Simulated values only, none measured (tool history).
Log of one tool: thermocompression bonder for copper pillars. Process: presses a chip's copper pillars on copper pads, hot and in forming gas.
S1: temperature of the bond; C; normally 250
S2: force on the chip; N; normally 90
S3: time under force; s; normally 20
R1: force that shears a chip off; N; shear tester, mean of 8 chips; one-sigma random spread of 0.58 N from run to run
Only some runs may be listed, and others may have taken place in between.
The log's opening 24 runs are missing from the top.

run,hour,S1,S2,S3,R1
25,280.6,226,80,20,31.7
26,293.6,222,79,46,39.4
27,309.4,271,77,42,73.7
28,318.1,271,77,42,72.5
# hour 323.8: heater calibrated with a thermocouple chip, once more
29,332.9,278,89,19,71.8
30,342.6,278,89,19,72.0
31,356.6,278,89,19,72.1
# hour 366.4: forming gas filter changed
32,371.2,261,66,12,45.5
33,380.4,261,66,12,46.2
34,396.0,261,66,12,45.1
35,405.3,267,89,12,61.1
36,418.9,274,90,34,79.1
37,428.5,243,97,47,67.6
38,437.3,245,111,47,72.5
39,445.2,245,78,22,48.3
40,458.5,231,109,50,62.2
41,468.2,231,109,50,62.2

Below are 3 alternative next runs, each starting from the tool's condition after run 41. Predict each:
A,478.5,231,72,36,?
B,478.5,274,91,16,?
C,478.5,237,109,50,?

run,R1
A,41.4
B,69.0
C,68.5
Take away the tool's hidden state, keep each run's random variation, and the runs would have read:
run,R1
A,43.8
B,71.9
C,71.4
